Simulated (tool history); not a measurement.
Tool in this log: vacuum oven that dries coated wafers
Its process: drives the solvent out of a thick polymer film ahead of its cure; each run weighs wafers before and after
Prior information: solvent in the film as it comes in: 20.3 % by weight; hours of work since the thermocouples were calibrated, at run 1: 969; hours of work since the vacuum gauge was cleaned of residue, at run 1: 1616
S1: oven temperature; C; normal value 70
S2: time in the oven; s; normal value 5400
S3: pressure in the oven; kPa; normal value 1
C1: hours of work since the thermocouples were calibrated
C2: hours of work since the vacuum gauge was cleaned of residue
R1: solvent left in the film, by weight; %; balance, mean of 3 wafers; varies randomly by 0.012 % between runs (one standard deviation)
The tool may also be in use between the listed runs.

{"run": 1, "day": 0.0, "S1": 70, "S2": 5400, "S3": 1, "C1": 969, "C2": 1616, "R1": 3.05}
{"run": 2, "day": 1.358, "S1": 70, "S2": 5400, "S3": 1, "C1": 995, "C2": 1641, "R1": 3.09}
{"run": 3, "day": 2.496, "S1": 70, "S2": 5400, "S3": 1, "C1": 1016, "C2": 1662, "R1": 3.08}
{"run": 4, "day": 4.171, "S1": 70, "S2": 5400, "S3": 1, "C1": 1047, "C2": 1694, "R1": 3.05}
{"day": 5.321, "done": "vacuum gauge cleaned of residue and calibrated"}
{"run": 5, "day": 5.829, "S1": 70, "S2": 5400, "S3": 1, "C1": 1077, "C2": 9, "R1": 2.64}
{"run": 6, "day": 8.517, "S1": 70, "S2": 5400, "S3": 1, "C1": 1127, "C2": 60, "R1": 2.67}
{"run": 7, "day": 10.033, "S1": 70, "S2": 5400, "S3": 2.38, "C1": 1155, "C2": 88, "R1": 3.35}
{"day": 11.112, "done": "oven's thermocouples calibrated"}
{"run": 8, "day": 12.371, "S1": 57, "S2": 5760, "S3": 3.13, "C1": 23, "C2": 130, "R1": 8.51}
{"run": 9, "day": 14.717, "S1": 57, "S2": 3660, "S3": 3.13, "C1": 67, "C2": 173, "R1": 10.73}
{"run": 10, "day": 16.217, "S1": 57, "S2": 3660, "S3": 3.13, "C1": 95, "C2": 201, "R1": 10.77}
{"run": 11, "day": 18.488, "S1": 57, "S2": 3660, "S3": 3.13, "C1": 137, "C2": 243, "R1": 10.73}
{"run": 12, "day": 20.383, "S1": 70, "S2": 5400, "S3": 0.59, "C1": 172, "C2": 279, "R1": 2.63}
{"run": 13, "day": 22.6, "S1": 70, "S2": 4560, "S3": 1.37, "C1": 214, "C2": 320, "R1": 3.84}
{"run": 14, "day": 24.992, "S1": 63, "S2": 4140, "S3": 1, "C1": 258, "C2": 364, "R1": 6.59}

The logged runs with the hidden state left out (each run's random variation unchanged):
The tool's hidden condition here consists of: true wafer temperature over the reading, C; true pressure over the reading, kPa; drift of the gauge itself on solvent_pct, %.
run=1 R1=2.82
run=2 R1=2.86
run=3 R1=2.84
run=4 R1=2.81
run=5 R1=2.82
run=6 R1=2.83
run=7 R1=3.53
run=8 R1=8.49
run=9 R1=10.71
run=10 R1=10.75
run=11 R1=10.71
run=12 R1=2.6
run=13 R1=3.82
run=14 R1=6.57

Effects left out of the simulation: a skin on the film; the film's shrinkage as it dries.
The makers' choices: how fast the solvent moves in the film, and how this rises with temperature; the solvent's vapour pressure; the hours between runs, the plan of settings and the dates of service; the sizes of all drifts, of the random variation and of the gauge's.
